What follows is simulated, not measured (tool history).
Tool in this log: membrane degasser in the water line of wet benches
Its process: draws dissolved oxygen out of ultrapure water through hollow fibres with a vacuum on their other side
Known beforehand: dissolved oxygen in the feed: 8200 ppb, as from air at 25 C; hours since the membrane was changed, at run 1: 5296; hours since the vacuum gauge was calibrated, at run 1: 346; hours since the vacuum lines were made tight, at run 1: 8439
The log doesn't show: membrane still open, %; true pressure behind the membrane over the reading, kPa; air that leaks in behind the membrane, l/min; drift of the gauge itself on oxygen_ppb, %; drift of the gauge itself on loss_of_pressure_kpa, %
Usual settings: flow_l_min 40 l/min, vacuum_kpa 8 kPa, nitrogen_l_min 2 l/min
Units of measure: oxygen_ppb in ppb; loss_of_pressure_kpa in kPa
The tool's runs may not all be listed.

run,hour,flow_l_min,vacuum_kpa,nitrogen_l_min,hours since the membrane was changed,hours since the vacuum gauge was calibrated,hours since the vacuum lines were made tight,oxygen_ppb,loss_of_pressure_kpa
1,0,40,8,2,5296,346,8439,213.2,26.7
2,299.2,40,8,2,5595,646,8738,212.1,26.51
# hour 444.9: seals of the vacuum lines changed
3,482.6,40,8,2,5776,827,38,212.5,26.67
4,720.5,40,8,2,6014,1065,276,215.3,26.23
5,929.4,40,8,2,6223,1274,485,213,26.46
6,1060.2,40,8,2,6354,1405,615,216.3,26.5
7,1188.4,40,8,2,6482,1533,743,213.3,26.61
8,1384.1,27,8,2,6678,1729,939,149.4,17.81
9,1538.4,27,8,2,6832,1883,1093,151,17.99
10,1824.8,40,8,2,7118,2169,1380,217.9,26.51
11,2109.5,40,8,2,7403,2454,1665,217.7,26.54
12,2253.1,40,8,2,7547,2598,1808,217.9,26.33
13,2514.5,40,19.04,2,7808,2859,2070,676.7,26.62
# hour 2710.1: gauge calibrated
14,2749.2,40,8,2,8043,3094,2304,211.6,26.64
15,3046.9,45,8,2.6,8341,3391,2602,191.3,30
16,3291.2,40,8,0.9,8585,3636,2846,402.4,26.27
17,3523.2,40,17.84,2,8817,3868,3078,624.1,26.53
18,3720.9,55,15.97,0.87,9014,4065,3276,1305.3,36.32
19,4007,47,4.97,2.25,9301,4351,3562,90,31.04
20,4244.1,47,8.47,4.75,9538,4589,3799,131.5,30.95
21,4413.3,47,8.47,4.75,9707,4758,3968,130.9,31.14
22,4668.8,26,8.47,1.89,9962,5013,4224,169.3,17.38
23,4842.4,45,17.94,1.34,10136,5187,4398,954.3,29.66
24,5109.1,45,17.94,1.34,10403,5454,4664,963.6,29.59
25,5388.5,40,5.95,4.67,10682,5733,4944,60.4,26.44
26,5544.5,25,5.95,4.67,10838,5889,5100,36.8,16.81

Expected results for the next run?
27,5723.6,25,5.95,4.67,11017,6068,5279,?,?

{"run 27": {"oxygen_ppb": 36.7, "loss_of_pressure_kpa": 16.55}}
The same run, on a tool lacking any hidden state, would have yielded oxygen_ppb 35.5 ppb, loss_of_pressure_kpa 16.53 kPa.

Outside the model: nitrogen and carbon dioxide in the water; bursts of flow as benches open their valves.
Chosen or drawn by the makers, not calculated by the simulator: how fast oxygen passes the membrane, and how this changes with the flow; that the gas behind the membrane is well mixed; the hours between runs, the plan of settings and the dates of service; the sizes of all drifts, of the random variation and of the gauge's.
